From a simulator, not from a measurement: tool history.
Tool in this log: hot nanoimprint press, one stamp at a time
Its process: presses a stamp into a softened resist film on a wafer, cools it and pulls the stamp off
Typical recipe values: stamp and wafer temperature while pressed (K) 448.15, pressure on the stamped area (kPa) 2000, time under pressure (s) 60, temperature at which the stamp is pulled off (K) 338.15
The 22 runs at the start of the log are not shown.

| run | hour | stamp and wafer temperature while pressed (K) | pressure on the stamped area (kPa) | time under pressure (s) | temperature at which the stamp is pulled off (K) | hours of work since the thermocouple was calibrated | imprints on the stamp's release coat | hours of work since the press's seals were changed | resist left under the stamp's widest pad (Å) | greatest force while the stamp is pulled off (N) |
|---|---|---|---|---|---|---|---|---|---|---|
| 23 | 316.9 | 448.15 | 2000 | 72 | 338.15 | 102 | 1063 | 248 | 3705 | 106 |
| 24 | 326.8 | 439.15 | 2000 | 60 | 324.15 | 107 | 1093 | 252 | 4918 | 121.2 |
| 25 | 338 | 438.15 | 2000 | 40 | 338.15 | 111 | 1126 | 256 | 5459 | 106.7 |
| 26 | 347.7 | 448.15 | 1810 | 49 | 336.15 | 115 | 1155 | 261 | 4329 | 108.6 |
| 27 | 359 | 458.15 | 1260 | 109 | 338.15 | 120 | 1188 | 265 | 3230 | 107.1 |
| 28 | 372.2 | 458.15 | 1620 | 109 | 327.15 | 126 | 1227 | 271 | 2789 | 121.3 |
| 29 | 387.6 | 458.15 | 1620 | 109 | 327.15 | 132 | 1273 | 277 | 2798 | 121.5 |
| 30 | 402.3 | 448.15 | 1680 | 60 | 325.15 | 138 | 1316 | 283 | 4248 | 123.7 |

Alternative continuations, all from the tool just after run 30; predict every row:
| A | 421.4 | 456.15 | 1680 | 74 | 342.15 | 146 | 1373 | 291 | ? | ? |
| B | 421.4 | 448.15 | 2000 | 60 | 328.15 | 146 | 1373 | 291 | ? | ? |
| C | 421.4 | 453.15 | 1680 | 60 | 341.15 | 146 | 1373 | 291 | ? | ? |

| run | resist left under the stamp's widest pad (Å) | greatest force while the stamp is pulled off (N) |
|---|---|---|
| A | 3260 | 103.1 |
| B | 3905 | 122 |
| C | 3755 | 108.5 |
Take away the tool's hidden state, keep each run's random variation, and the runs would have read:
| run | resist left under the stamp's widest pad (Å) | greatest force while the stamp is pulled off (N) |
|---|---|---|
| A | 3299 | 87.4 |
| B | 3951 | 103.3 |
| C | 3800 | 92 |
